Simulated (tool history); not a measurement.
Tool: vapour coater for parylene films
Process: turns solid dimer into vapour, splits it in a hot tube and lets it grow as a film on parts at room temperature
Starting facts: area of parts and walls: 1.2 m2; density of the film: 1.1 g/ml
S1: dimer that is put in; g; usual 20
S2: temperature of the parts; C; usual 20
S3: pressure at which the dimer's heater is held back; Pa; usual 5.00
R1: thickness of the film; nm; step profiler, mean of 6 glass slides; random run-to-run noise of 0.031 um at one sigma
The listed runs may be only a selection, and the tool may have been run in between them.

run,hour,S1,S2,S3,R1
1,0.0,20,20,5.00,8900
2,38.2,20,20,5.00,8930
3,68.4,20,20,5.00,8850
4,129.9,20,20,5.00,8680
5,178.9,20,20,5.00,8640
6,224.1,20,20,5.00,8630
7,287.2,20,20,5.00,8580
# hour 314.4: trap's valve overhauled
8,357.7,20,24,5.00,7820
9,390.9,24,20,5.00,11060
10,429.3,24,20,5.00,10900
11,478.5,24,20,5.00,10870
12,524.8,24,20,5.00,10780
13,584.0,24,24,3.06,9470
14,645.5,16,17,7.15,7710
15,685.9,16,17,7.15,7690
16,750.6,16,17,3.92,7990
# hour 772.6: trap's valve overhauled
17,787.6,29,20,5.65,13480
18,832.0,29,20,5.65,13350
19,875.9,13,15,11.29,6870
20,930.3,13,15,11.29,6810
21,996.7,16,20,5.00,7300
22,1029.2,16,20,5.00,7220
23,1068.4,16,20,5.00,7170

Here are 3 independent what-if runs from the current tool condition. What would each one return?
A,1100.8,19,15,2.45,?
B,1100.8,12,24,4.36,?
C,1100.8,24,22,2.40,?

run,R1
A,11040
B,4610
C,10550
Stripped of hidden state, with their random variation kept, the same runs would have yielded:
run,R1
A,11140
B,4650
C,10660

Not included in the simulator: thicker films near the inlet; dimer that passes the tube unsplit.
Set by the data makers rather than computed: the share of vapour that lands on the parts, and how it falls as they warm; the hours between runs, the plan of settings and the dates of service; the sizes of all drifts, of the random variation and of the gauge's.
